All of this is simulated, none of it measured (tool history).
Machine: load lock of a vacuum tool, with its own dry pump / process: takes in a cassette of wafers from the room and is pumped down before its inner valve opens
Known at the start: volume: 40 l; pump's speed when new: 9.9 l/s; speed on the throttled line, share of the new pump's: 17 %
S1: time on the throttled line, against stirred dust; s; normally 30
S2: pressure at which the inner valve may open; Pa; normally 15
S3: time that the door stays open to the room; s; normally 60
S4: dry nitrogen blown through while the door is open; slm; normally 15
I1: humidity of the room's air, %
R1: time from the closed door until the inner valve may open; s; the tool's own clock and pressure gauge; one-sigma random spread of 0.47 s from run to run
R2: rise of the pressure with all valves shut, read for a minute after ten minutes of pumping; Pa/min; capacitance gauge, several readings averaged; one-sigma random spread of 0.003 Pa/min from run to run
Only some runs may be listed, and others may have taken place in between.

run     day  S1  S2  S3  S4    I1    R1     R2
  1       0  30  15  60  15  42.9  61.1  0.574
  2   3.783  30  15  60  15  45.1    62  0.596
  3   7.621  30  15  60  15  42.8  61.9  0.623
  4  11.325  30  15  60  15  44.9  62.1   0.66
  5  14.238  30  15  60  15  45.4  62.2  0.654
  6  17.762  30  15  60  15  45.8    62  0.675
  7  20.396  30  15  60   8  48.2  61.4  0.695
  8  22.475  30  15  60  25  45.9  62.2  0.692
  9  25.162  30  15  60  25  46.9  61.7  0.705
     29.317  -- door's seal changed, seat wiped
 10  29.812  30  15  60  25  46.7  62.2  0.017
 11  34.204  30  14  60  15    44    61  0.025
 12  38.096  30  15  60   8  47.3  61.5  0.038
 13  41.112  30  15  60   8  46.3  61.5  0.046
 14  43.046  30  15  60   8  46.9  62.2  0.046
 15  45.279  30  15  60   8  47.3  62.2  0.052
 16   48.55  30  15  60   8  45.1  62.3  0.053
 17  52.121  17  15  60  15  42.7  51.3  0.056
 18  54.962  30  15  60   7  41.7  61.7  0.061
 19  57.108  30  15  70  15  42.6  61.6  0.058
 20  60.121  37  27  62  16  44.3  65.5  0.061
 21  62.608  30  15  46  13  40.3  61.9  0.064
 22  65.558  30  11  46   9  45.7  63.8  0.071

Estimate the outcome of run 23 from the log above:
 23  68.171  16  11  46  15  44.3   ?   ?

{"run 23": {"R1": 52.9, "R2": 0.075}}
With the hidden condition absent and the run-to-run variation left alone, this run would have shown R1 51.3 s, R2 0.017 Pa/min.

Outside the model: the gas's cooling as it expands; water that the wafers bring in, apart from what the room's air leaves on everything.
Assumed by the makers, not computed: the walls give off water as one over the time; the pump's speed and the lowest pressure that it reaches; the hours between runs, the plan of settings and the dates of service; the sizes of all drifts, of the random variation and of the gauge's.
